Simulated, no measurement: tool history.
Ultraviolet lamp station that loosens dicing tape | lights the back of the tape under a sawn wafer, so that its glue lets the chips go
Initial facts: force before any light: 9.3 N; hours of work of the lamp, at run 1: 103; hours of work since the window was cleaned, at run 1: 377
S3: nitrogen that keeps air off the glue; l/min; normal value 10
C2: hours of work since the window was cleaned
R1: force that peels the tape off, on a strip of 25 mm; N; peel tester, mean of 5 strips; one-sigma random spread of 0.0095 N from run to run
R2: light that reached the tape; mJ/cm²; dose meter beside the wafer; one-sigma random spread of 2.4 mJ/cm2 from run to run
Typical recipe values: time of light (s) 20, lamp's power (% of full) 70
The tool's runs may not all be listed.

{"run": 1, "hour": 0.0, "time of light (s)": 20, "lamp's power (% of full)": 70, "S3": 10, "hours of work of the lamp": 103, "C2": 377, "R1": 0.512, "R2": 260}
{"run": 2, "hour": 8.2, "time of light (s)": 20, "lamp's power (% of full)": 70, "S3": 10, "hours of work of the lamp": 109, "C2": 383, "R1": 0.503, "R2": 255}
{"run": 3, "hour": 13.9, "time of light (s)": 20, "lamp's power (% of full)": 70, "S3": 10, "hours of work of the lamp": 112, "C2": 386, "R1": 0.55, "R2": 259}
{"run": 4, "hour": 23.5, "time of light (s)": 20, "lamp's power (% of full)": 70, "S3": 10, "hours of work of the lamp": 118, "C2": 392, "R1": 0.519, "R2": 255}
{"run": 5, "hour": 29.4, "time of light (s)": 20, "lamp's power (% of full)": 70, "S3": 10, "hours of work of the lamp": 122, "C2": 396, "R1": 0.531, "R2": 257}
{"run": 6, "hour": 39.3, "time of light (s)": 20, "lamp's power (% of full)": 70, "S3": 10, "hours of work of the lamp": 128, "C2": 402, "R1": 0.53, "R2": 256}
{"run": 7, "hour": 44.1, "time of light (s)": 18, "lamp's power (% of full)": 70, "S3": 10, "hours of work of the lamp": 132, "C2": 406, "R1": 0.686, "R2": 230}
{"run": 8, "hour": 53.9, "time of light (s)": 18, "lamp's power (% of full)": 70, "S3": 10, "hours of work of the lamp": 138, "C2": 412, "R1": 0.691, "R2": 229}
{"run": 9, "hour": 60.1, "time of light (s)": 18, "lamp's power (% of full)": 70, "S3": 10, "hours of work of the lamp": 142, "C2": 416, "R1": 0.717, "R2": 225}
{"run": 10, "hour": 71.1, "time of light (s)": 18, "lamp's power (% of full)": 70, "S3": 10, "hours of work of the lamp": 149, "C2": 423, "R1": 0.7, "R2": 226}
{"run": 11, "hour": 78.5, "time of light (s)": 18, "lamp's power (% of full)": 70, "S3": 10, "hours of work of the lamp": 154, "C2": 428, "R1": 0.714, "R2": 226}
{"run": 12, "hour": 87.2, "time of light (s)": 18, "lamp's power (% of full)": 70, "S3": 10, "hours of work of the lamp": 159, "C2": 433, "R1": 0.711, "R2": 227}
{"run": 13, "hour": 92.6, "time of light (s)": 20, "lamp's power (% of full)": 70, "S3": 17, "hours of work of the lamp": 163, "C2": 437, "R1": 0.318, "R2": 250}
{"run": 14, "hour": 101.5, "time of light (s)": 20, "lamp's power (% of full)": 77, "S3": 17, "hours of work of the lamp": 168, "C2": 442, "R1": 0.253, "R2": 271}
{"run": 15, "hour": 108.4, "time of light (s)": 20, "lamp's power (% of full)": 93, "S3": 10, "hours of work of the lamp": 173, "C2": 447, "R1": 0.256, "R2": 336}
{"run": 16, "hour": 113.2, "time of light (s)": 20, "lamp's power (% of full)": 70, "S3": 10, "hours of work of the lamp": 176, "C2": 450, "R1": 0.565, "R2": 253}
{"run": 17, "hour": 119.8, "time of light (s)": 20, "lamp's power (% of full)": 70, "S3": 10, "hours of work of the lamp": 180, "C2": 454, "R1": 0.545, "R2": 249}
{"run": 18, "hour": 129.2, "time of light (s)": 20, "lamp's power (% of full)": 70, "S3": 10, "hours of work of the lamp": 186, "C2": 460, "R1": 0.55, "R2": 250}
{"run": 19, "hour": 134.0, "time of light (s)": 20, "lamp's power (% of full)": 90, "S3": 10, "hours of work of the lamp": 189, "C2": 463, "R1": 0.282, "R2": 317}
{"run": 20, "hour": 139.7, "time of light (s)": 20, "lamp's power (% of full)": 90, "S3": 10, "hours of work of the lamp": 193, "C2": 467, "R1": 0.292, "R2": 325}
{"run": 21, "hour": 147.3, "time of light (s)": 20, "lamp's power (% of full)": 90, "S3": 10, "hours of work of the lamp": 198, "C2": 472, "R1": 0.279, "R2": 318}
{"run": 22, "hour": 154.2, "time of light (s)": 20, "lamp's power (% of full)": 64, "S3": 10, "hours of work of the lamp": 202, "C2": 476, "R1": 0.709, "R2": 229}
{"run": 23, "hour": 161.4, "time of light (s)": 20, "lamp's power (% of full)": 64, "S3": 10, "hours of work of the lamp": 207, "C2": 481, "R1": 0.721, "R2": 227}
{"run": 24, "hour": 169.1, "time of light (s)": 20, "lamp's power (% of full)": 99, "S3": 7, "hours of work of the lamp": 212, "C2": 486, "R1": 0.335, "R2": 349}
{"run": 25, "hour": 175.8, "time of light (s)": 23, "lamp's power (% of full)": 98, "S3": 16, "hours of work of the lamp": 216, "C2": 490, "R1": 0.102, "R2": 400}
{"run": 26, "hour": 183.1, "time of light (s)": 22, "lamp's power (% of full)": 98, "S3": 5, "hours of work of the lamp": 221, "C2": 495, "R1": 0.407, "R2": 374}
{"run": 27, "hour": 192.7, "time of light (s)": 22, "lamp's power (% of full)": 72, "S3": 5, "hours of work of the lamp": 227, "C2": 501, "R1": 0.889, "R2": 274}
{"run": 28, "hour": 202.4, "time of light (s)": 22, "lamp's power (% of full)": 72, "S3": 5, "hours of work of the lamp": 233, "C2": 507, "R1": 0.877, "R2": 275}
{"run": 29, "hour": 207.2, "time of light (s)": 22, "lamp's power (% of full)": 72, "S3": 5, "hours of work of the lamp": 236, "C2": 510, "R1": 0.879, "R2": 273}
{"run": 30, "hour": 216.9, "time of light (s)": 22, "lamp's power (% of full)": 72, "S3": 5, "hours of work of the lamp": 242, "C2": 516, "R1": 0.897, "R2": 277}

Run 31, settings as shown, results not yet in. Your forecast:
{"run": 31, "hour": 227.5, "time of light (s)": 25, "lamp's power (% of full)": 92, "S3": 3, "hours of work of the lamp": 249, "C2": 523, "R1": "?", "R2": "?"}

R1: 0.631 N
R2: 404 mJ/cm²
With no hidden state in the tool, this same run would have given R1 0.426 N, R2 468 mJ/cm².
